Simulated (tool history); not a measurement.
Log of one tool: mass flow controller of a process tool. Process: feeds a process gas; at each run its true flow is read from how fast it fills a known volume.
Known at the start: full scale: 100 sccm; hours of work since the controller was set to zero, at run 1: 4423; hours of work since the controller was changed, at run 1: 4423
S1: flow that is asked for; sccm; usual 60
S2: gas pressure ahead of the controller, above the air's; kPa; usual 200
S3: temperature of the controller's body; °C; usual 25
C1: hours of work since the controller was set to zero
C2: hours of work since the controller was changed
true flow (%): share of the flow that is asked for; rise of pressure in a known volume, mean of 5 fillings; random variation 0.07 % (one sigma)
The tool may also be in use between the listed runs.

{"run": 1, "day": 0.0, "S1": 60, "S2": 200, "S3": 25, "C1": 4423, "C2": 4423, "true flow (%)": 99.13}
{"run": 2, "day": 10.238, "S1": 60, "S2": 200, "S3": 25, "C1": 4604, "C2": 4604, "true flow (%)": 99.15}
{"run": 3, "day": 17.775, "S1": 60, "S2": 200, "S3": 25, "C1": 4737, "C2": 4737, "true flow (%)": 99.24}
{"run": 4, "day": 31.475, "S1": 60, "S2": 200, "S3": 38, "C1": 4979, "C2": 4979, "true flow (%)": 98.81}
{"run": 5, "day": 38.308, "S1": 60, "S2": 200, "S3": 38, "C1": 5099, "C2": 5099, "true flow (%)": 98.94}
{"run": 6, "day": 53.317, "S1": 60, "S2": 200, "S3": 38, "C1": 5364, "C2": 5364, "true flow (%)": 99.01}
{"run": 7, "day": 61.317, "S1": 60, "S2": 200, "S3": 33, "C1": 5505, "C2": 5505, "true flow (%)": 99.14}
{"run": 8, "day": 73.662, "S1": 60, "S2": 200, "S3": 33, "C1": 5724, "C2": 5724, "true flow (%)": 99.26}
{"run": 9, "day": 81.067, "S1": 60, "S2": 200, "S3": 33, "C1": 5854, "C2": 5854, "true flow (%)": 99.27}
{"run": 10, "day": 94.55, "S1": 60, "S2": 200, "S3": 29, "C1": 6092, "C2": 6092, "true flow (%)": 99.54}
{"run": 11, "day": 106.346, "S1": 60, "S2": 158, "S3": 25, "C1": 6300, "C2": 6300, "true flow (%)": 99.81}
{"run": 12, "day": 115.829, "S1": 60, "S2": 200, "S3": 30, "C1": 6468, "C2": 6468, "true flow (%)": 99.54}
{"run": 13, "day": 125.121, "S1": 60, "S2": 200, "S3": 30, "C1": 6632, "C2": 6632, "true flow (%)": 99.61}
{"run": 14, "day": 138.304, "S1": 60, "S2": 178, "S3": 24, "C1": 6865, "C2": 6865, "true flow (%)": 99.88}
{"day": 146.412, "done": "controller exchanged for a calibrated one"}
{"run": 15, "day": 149.179, "S1": 12, "S2": 200, "S3": 26, "C1": 49, "C2": 49, "true flow (%)": 98.88}
{"run": 16, "day": 156.362, "S1": 58, "S2": 145, "S3": 37, "C1": 176, "C2": 176, "true flow (%)": 99.7}
{"run": 17, "day": 171.042, "S1": 53, "S2": 200, "S3": 27, "C1": 435, "C2": 435, "true flow (%)": 99.78}
{"run": 18, "day": 181.329, "S1": 18, "S2": 254, "S3": 25, "C1": 616, "C2": 616, "true flow (%)": 99.24}
{"run": 19, "day": 193.579, "S1": 15, "S2": 148, "S3": 30, "C1": 833, "C2": 833, "true flow (%)": 99.15}
{"run": 20, "day": 204.538, "S1": 41, "S2": 146, "S3": 38, "C1": 1026, "C2": 1026, "true flow (%)": 99.5}
{"run": 21, "day": 219.533, "S1": 60, "S2": 216, "S3": 25, "C1": 1291, "C2": 1291, "true flow (%)": 100.19}
{"run": 22, "day": 227.667, "S1": 60, "S2": 216, "S3": 25, "C1": 1435, "C2": 1435, "true flow (%)": 100.16}
{"run": 23, "day": 236.988, "S1": 26, "S2": 207, "S3": 25, "C1": 1599, "C2": 1599, "true flow (%)": 99.69}
{"run": 24, "day": 246.954, "S1": 82, "S2": 168, "S3": 26, "C1": 1775, "C2": 1775, "true flow (%)": 100.84}
{"run": 25, "day": 259.712, "S1": 13, "S2": 168, "S3": 26, "C1": 2000, "C2": 2000, "true flow (%)": 99.47}

The next listed run, before its measurement:
{"run": 26, "day": 266.879, "S1": 13, "S2": 177, "S3": 30, "C1": 2127, "C2": 2127, "true flow (%)": "?"}

true flow (%): 99.35
Without the tool's hidden state the same run would have given true flow (%) 98.02.
